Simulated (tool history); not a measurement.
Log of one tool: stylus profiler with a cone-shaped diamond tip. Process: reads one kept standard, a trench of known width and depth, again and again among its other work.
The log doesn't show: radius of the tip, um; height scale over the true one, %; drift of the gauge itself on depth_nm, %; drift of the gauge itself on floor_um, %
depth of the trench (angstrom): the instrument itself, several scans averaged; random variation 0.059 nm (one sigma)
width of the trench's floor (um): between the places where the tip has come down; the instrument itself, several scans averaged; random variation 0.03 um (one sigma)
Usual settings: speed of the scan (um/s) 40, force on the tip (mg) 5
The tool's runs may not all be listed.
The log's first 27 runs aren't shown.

run    hour  speed of the scan (um/s)  force on the tip (mg)  scans with this tip  hours of work since the height scale was calibrated  depth of the trench (angstrom)  width of the trench's floor (um)
 28  1296.2                        92                   3.78                20231                                                  553                          5084.7                             46.52
 29  1355.4                        92                   3.78                20605                                                  579                          5083.4                             46.48
 30  1414.6                        91                   6.38                20978                                                  604                          5123.4                             46.56
 31  1478.2                        25                   6.38                21380                                                  631                          5123.2                             46.73
 32    1522                        70                      5                21656                                                  650                          5102.4                             46.58
 33  1582.2                        30                   1.87                22036                                                  676                          5046.9                             46.65
 34  1615.2                        35                   1.87                22245                                                  690                          5047.8                             46.64
 35    1683                        97                   5.89                22673                                                  719                          5114.8                             46.51
 36    1714                        90                      5                22868                                                  732                          5101.1                             46.51
 37  1744.3                        90                      5                23060                                                  745                          5101.2                             46.45
 38  1806.6                        54                   5.03                23453                                                  771                          5101.2                             46.57
 39  1865.7                        54                   5.03                23826                                                  797                          5100.9                             46.59
     1897.3  -- height scale calibrated on a step standard
 40    1916                        35                  11.93                24140                                                    8                            5202                             46.63
 41  1945.9                        25                   4.17                24329                                                   21                          5101.2                             46.62
 42  1985.3                       138                   3.35                24578                                                   38                          5086.7                              46.3
 43  2035.4                        40                   2.09                24894                                                   59                          5063.7                             46.59
 44  2063.9                        40                   2.09                25074                                                   71                          5062.9                             46.53
 45  2092.3                        50                   4.75                25253                                                   83                          5107.9                             46.56

5 ways to go on from here, each from the tool as it stands after run 45. What would each give?
  A  2131.8                        50                   2.46                25503                                                  100                               ?                                 ?
  B  2131.8                        10                   3.81                25503                                                  100                               ?                                 ?
  C  2131.8                        50                   6.59                25503                                                  100                               ?                                 ?
  D  2131.8                        30                   2.04                25503                                                  100                               ?                                 ?
  E  2131.8                        11                   7.74                25503                                                  100                               ?                                 ?

run  depth of the trench (angstrom)  width of the trench's floor (um)
  A                          5069.6                             46.54
  B                          5092.7                             46.69
  C                          5134.6                              46.6
  D                          5060.6                             46.52
  E                          5149.5                             46.72
Without the tool's hidden state the same runs would have given:
run  depth of the trench (angstrom)  width of the trench's floor (um)
  A                          5070.4                             47.21
  B                          5093.5                             47.36
  C                          5135.4                             47.27
  D                          5061.4                             47.19
  E                          5150.3                             47.39
